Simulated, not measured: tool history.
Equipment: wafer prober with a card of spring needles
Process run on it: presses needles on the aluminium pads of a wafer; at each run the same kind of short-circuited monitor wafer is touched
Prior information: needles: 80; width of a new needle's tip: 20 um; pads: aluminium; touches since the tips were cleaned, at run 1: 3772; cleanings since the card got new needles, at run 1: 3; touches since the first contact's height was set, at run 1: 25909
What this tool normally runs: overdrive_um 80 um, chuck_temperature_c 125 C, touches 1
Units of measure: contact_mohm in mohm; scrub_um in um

run   hour  overdrive_um  chuck_temperature_c  touches  touches since the tips were cleaned  cleanings since the card got new needles  touches since the first contact's height was set  contact_mohm  scrub_um
  1      0            80                  125        1                                 3772                                         3                                             25909           220     14.98
  2    4.7            80                  125        1                                 4939                                         3                                             27076           223        15
       9.9  -- tips cleaned on abrasive film
  3     10            80                  125        1                                   18                                         4                                             28359           225        15
  4   19.3            80                  125        1                                 2347                                         4                                             30688           223      14.9
  5   26.9            80                  125        1                                 4231                                         4                                             32572           222     14.99
  6   34.3            80                  125        2                                 6062                                         4                                             34403           226     14.89
      35.3  -- tips cleaned on abrasive film
  7   44.2            60                  125        2                                 2217                                         5                                             36836           231     11.19
  8   50.4            60                  125        2                                 3763                                         5                                             38382           228     11.14
  9   55.6            80                  125        1                                 5039                                         5                                             39658           226      14.8
      60.7  -- tips cleaned on abrasive film
 10   66.7            80                  125        1                                 1491                                         6                                             42405           222     14.82
 11   74.2            80                  125        1                                 3355                                         6                                             44269           225     14.75
      85.6  -- tips cleaned on abrasive film
 12   85.6            86                  125        1                                    0                                         7                                             47057           219     15.81
 13   94.2            80                  125        1                                 2152                                         7                                             49209           221     14.69
 14  100.3            80                  125        1                                 3669                                         7                                             50726           221     14.67
 15  109.6            89                  125        2                                 5968                                         7                                             53025           222     16.34
       111  -- tips cleaned on abrasive film
     111.9  -- gauge calibrated
 16  117.7            89                  125        2                                 1663                                         8                                             55017           218     16.66
 17  124.1            69                   67        2                                 3259                                         8                                             56613           209     12.91
 18  132.8            78                   31        3                                 5422                                         8                                             58776           202     14.58
     135.8  -- tips cleaned on abrasive film
 19  140.6            88                   76        2                                 1191                                         9                                             60684           208     16.43
 20  149.4            78                   72        1                                 3378                                         9                                             62871           210     14.55
 21  160.2            80                   29        3                                 6056                                         9                                             65549           205     14.84
     161.1  -- tips cleaned on abrasive film
 22  170.6            87                  125        1                                 2353                                        10                                             68094           220     16.13
 23  178.7            94                   48        1                                 4377                                        10                                             70118           208      17.4
     186.2  -- tips cleaned on abrasive film
 24  186.3            62                  125        1                                    8                                        11                                             71972           229     11.44
 25  191.1            62                  125        1                                 1215                                        11                                             73179           229     11.47
 26  199.5            91                   50        2                                 3291                                        11                                             75255           204     16.81
 27  208.2           100                   67        2                                 5448                                        11                                             77412           209     18.37
     211.1  -- tips cleaned on abrasive film
 28    218           100                   67        2                                 1710                                        12                                             79835           209     18.34

4 options for the next run, each taken on its own from the tool as it stands now. Forecast them:
  A  226.2            76                   67        2                                 3746                                        12                                             81871             ?         ?
  B  226.2            83                  125        1                                 3746                                        12                                             81871             ?         ?
  C  226.2            88                  117        3                                 3746                                        12                                             81871             ?         ?
  D  226.2           100                   31        2                                 3746                                        12                                             81871             ?         ?

run  contact_mohm  scrub_um
  A           207     13.92
  B           222     15.24
  C           218     16.13
  D           199     18.34
The same runs, with their run-to-run variation unchanged, on a tool lacking any hidden condition would have given:
run  contact_mohm  scrub_um
  A           207     14.26
  B           221     15.61
  C           218     16.53
  D           198     18.79

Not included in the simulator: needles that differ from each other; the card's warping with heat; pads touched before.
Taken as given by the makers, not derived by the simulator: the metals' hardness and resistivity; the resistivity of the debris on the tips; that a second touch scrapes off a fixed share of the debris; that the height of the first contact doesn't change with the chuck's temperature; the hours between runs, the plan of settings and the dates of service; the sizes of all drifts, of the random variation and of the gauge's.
